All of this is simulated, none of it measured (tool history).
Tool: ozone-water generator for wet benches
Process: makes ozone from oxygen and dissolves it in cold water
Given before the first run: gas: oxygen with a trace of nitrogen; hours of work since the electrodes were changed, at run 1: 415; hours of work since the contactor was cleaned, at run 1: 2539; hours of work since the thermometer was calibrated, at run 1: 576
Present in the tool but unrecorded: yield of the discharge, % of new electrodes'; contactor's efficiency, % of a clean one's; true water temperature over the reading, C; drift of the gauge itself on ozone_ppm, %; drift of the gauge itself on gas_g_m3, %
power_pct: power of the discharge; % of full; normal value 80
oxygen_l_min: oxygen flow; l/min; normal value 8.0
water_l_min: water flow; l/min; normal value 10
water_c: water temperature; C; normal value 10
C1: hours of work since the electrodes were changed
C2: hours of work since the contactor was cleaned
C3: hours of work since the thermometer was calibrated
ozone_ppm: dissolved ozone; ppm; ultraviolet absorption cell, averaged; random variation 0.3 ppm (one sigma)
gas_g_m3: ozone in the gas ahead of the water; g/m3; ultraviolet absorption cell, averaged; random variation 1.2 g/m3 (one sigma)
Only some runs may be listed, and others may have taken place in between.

{"run": 1, "hour": 0.0, "power_pct": 80, "oxygen_l_min": 8.0, "water_l_min": 10, "water_c": 10, "C1": 415, "C2": 2539, "C3": 576, "ozone_ppm": 44.0, "gas_g_m3": 222.3}
{"run": 2, "hour": 35.7, "power_pct": 80, "oxygen_l_min": 8.0, "water_l_min": 10, "water_c": 10, "C1": 447, "C2": 2571, "C3": 608, "ozone_ppm": 43.9, "gas_g_m3": 222.7}
{"run": 3, "hour": 52.5, "power_pct": 80, "oxygen_l_min": 8.0, "water_l_min": 10, "water_c": 10, "C1": 462, "C2": 2586, "C3": 623, "ozone_ppm": 44.1, "gas_g_m3": 221.9}
{"run": 4, "hour": 89.7, "power_pct": 80, "oxygen_l_min": 8.0, "water_l_min": 10, "water_c": 10, "C1": 495, "C2": 2619, "C3": 656, "ozone_ppm": 44.1, "gas_g_m3": 221.5}
{"run": 5, "hour": 110.6, "power_pct": 80, "oxygen_l_min": 8.0, "water_l_min": 10, "water_c": 10, "C1": 514, "C2": 2638, "C3": 675, "ozone_ppm": 43.3, "gas_g_m3": 222.6}
{"run": 6, "hour": 129.2, "power_pct": 80, "oxygen_l_min": 8.0, "water_l_min": 10, "water_c": 10, "C1": 530, "C2": 2655, "C3": 692, "ozone_ppm": 43.7, "gas_g_m3": 221.6}
{"run": 7, "hour": 164.1, "power_pct": 80, "oxygen_l_min": 8.0, "water_l_min": 10, "water_c": 10, "C1": 562, "C2": 2686, "C3": 723, "ozone_ppm": 43.3, "gas_g_m3": 222.1}
{"run": 8, "hour": 182.0, "power_pct": 85, "oxygen_l_min": 8.0, "water_l_min": 10, "water_c": 10, "C1": 578, "C2": 2702, "C3": 739, "ozone_ppm": 44.5, "gas_g_m3": 230.3}
{"run": 9, "hour": 201.6, "power_pct": 79, "oxygen_l_min": 8.0, "water_l_min": 10, "water_c": 10, "C1": 595, "C2": 2720, "C3": 756, "ozone_ppm": 42.6, "gas_g_m3": 218.6}
{"run": 10, "hour": 216.8, "power_pct": 79, "oxygen_l_min": 8.0, "water_l_min": 10, "water_c": 10, "C1": 609, "C2": 2733, "C3": 770, "ozone_ppm": 42.6, "gas_g_m3": 221.0}
{"run": 11, "hour": 245.0, "power_pct": 80, "oxygen_l_min": 6.4, "water_l_min": 10, "water_c": 10, "C1": 634, "C2": 2758, "C3": 795, "ozone_ppm": 43.0, "gas_g_m3": 238.7}
{"run": 12, "hour": 277.4, "power_pct": 80, "oxygen_l_min": 6.4, "water_l_min": 10, "water_c": 10, "C1": 663, "C2": 2787, "C3": 824, "ozone_ppm": 43.0, "gas_g_m3": 237.3}
{"run": 13, "hour": 299.1, "power_pct": 80, "oxygen_l_min": 6.4, "water_l_min": 10, "water_c": 10, "C1": 682, "C2": 2807, "C3": 843, "ozone_ppm": 42.5, "gas_g_m3": 237.3}
{"run": 14, "hour": 332.6, "power_pct": 80, "oxygen_l_min": 6.4, "water_l_min": 10, "water_c": 10, "C1": 712, "C2": 2836, "C3": 873, "ozone_ppm": 42.6, "gas_g_m3": 237.3}
{"run": 15, "hour": 348.6, "power_pct": 80, "oxygen_l_min": 6.4, "water_l_min": 10, "water_c": 10, "C1": 726, "C2": 2851, "C3": 888, "ozone_ppm": 42.8, "gas_g_m3": 237.5}
{"run": 16, "hour": 364.5, "power_pct": 80, "oxygen_l_min": 6.4, "water_l_min": 10, "water_c": 10, "C1": 741, "C2": 2865, "C3": 902, "ozone_ppm": 42.4, "gas_g_m3": 236.6}

The next listed run, before its measurement:
{"run": 17, "hour": 399.4, "power_pct": 80, "oxygen_l_min": 6.4, "water_l_min": 10, "water_c": 10, "C1": 772, "C2": 2896, "C3": 933, "ozone_ppm": "?", "gas_g_m3": "?"}

{"run 17": {"ozone_ppm": 42.4, "gas_g_m3": 237.6}}
With the hidden condition absent and the run-to-run variation left alone, this run would have shown ozone_ppm 46.7 ppm, gas_g_m3 248.0 g/m3.
